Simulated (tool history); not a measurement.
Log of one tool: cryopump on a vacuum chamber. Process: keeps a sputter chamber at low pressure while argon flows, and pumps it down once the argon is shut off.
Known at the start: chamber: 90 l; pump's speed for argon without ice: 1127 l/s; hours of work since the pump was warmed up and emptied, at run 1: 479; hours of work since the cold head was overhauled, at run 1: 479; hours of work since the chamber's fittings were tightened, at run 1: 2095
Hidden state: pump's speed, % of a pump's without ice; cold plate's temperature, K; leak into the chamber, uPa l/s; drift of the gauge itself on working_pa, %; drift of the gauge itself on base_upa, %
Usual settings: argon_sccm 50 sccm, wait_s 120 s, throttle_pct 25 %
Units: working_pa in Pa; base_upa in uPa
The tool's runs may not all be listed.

run	day	argon_sccm	wait_s	throttle_pct	hours of work since the pump was warmed up and emptied	hours of work since the cold head was overhauled	hours of work since the chamber's fittings were tightened	working_pa	base_upa
1	0.000	50	120	25	479	479	2095	0.3120	2.35
2	1.050	50	24	25	500	500	2116	0.3142	4.20
3	2.146	50	120	25	522	522	2138	0.3147	2.39
4	2.858	50	120	25	537	537	2153	0.3129	2.49
5	4.008	50	120	25	560	560	2176	0.3153	2.48
6	5.175	50	120	43	583	583	2199	0.1910	2.55
7	6.083	79	120	25	602	602	2218	0.5015	2.55
8	6.888	79	120	25	618	618	2234	0.4983	2.64
9	7.992	50	120	32	640	640	2256	0.2525	2.57
10	8.533	50	120	32	651	651	2267	0.2525	2.64
11	9.296	50	120	25	667	667	2283	0.3196	2.60
12	10.479	50	120	22	690	690	2307	0.3613	2.66
13	11.242	50	120	22	706	706	2322	0.3598	2.76
14	12.292	50	120	20	727	727	2343	0.3990	2.69
15	12.858	50	120	20	739	739	2355	0.3958	2.80
16	14.012	50	120	25	762	762	2378	0.3206	2.81
17	14.892	50	120	25	780	780	2396	0.3242	2.95
18	15.750	50	120	15	797	797	2413	0.5206	2.91
19	16.262	46	30	15	807	807	2423	0.4869	4.20
20	16.983	78	27	26	822	822	2438	0.4915	4.45
21	17.650	40	120	25	835	835	2451	0.2594	3.06
22	18.517	23	114	25	853	853	2469	0.1509	3.03
23	19.796	27	174	20	879	879	2495	0.2158	2.85
24	20.746	38	21	32	898	898	2514	0.1997	5.22
25	21.671	38	21	32	917	917	2533	0.2009	5.17
26	22.371	50	283	25	931	931	2547	0.3321	2.91
27	22.946	21	283	25	942	942	2559	0.1389	2.99
28	23.771	21	283	25	959	959	2575	0.1387	2.96
29	24.767	89	120	17	979	979	2595	0.8355	3.19
30	25.617	31	57	18	996	996	2612	0.2777	3.82
# day 26.646: pump warmed up, emptied and cooled again
31	26.775	29	57	54	3	1016	2632	0.0808	3.00
32	27.512	50	84	51	18	1030	2647	0.1485	2.71
33	28.583	50	120	16	39	1052	2668	0.4725	2.55

Forecast each of these 4 alternatives for the next run:
A	29.754	29	154	24	63	1076	2692	?	?
B	29.754	27	120	16	63	1076	2692	?	?
C	29.754	21	120	16	63	1076	2692	?	?
D	29.754	50	33	25	63	1076	2692	?	?

run	working_pa	base_upa
A	0.1840	2.43
B	0.2543	2.54
C	0.1981	2.56
D	0.3005	3.73
Without the tool's hidden state the same runs would have given:
run	working_pa	base_upa
A	0.1825	0.61
B	0.2530	0.70
C	0.1970	0.74
D	0.2980	1.89

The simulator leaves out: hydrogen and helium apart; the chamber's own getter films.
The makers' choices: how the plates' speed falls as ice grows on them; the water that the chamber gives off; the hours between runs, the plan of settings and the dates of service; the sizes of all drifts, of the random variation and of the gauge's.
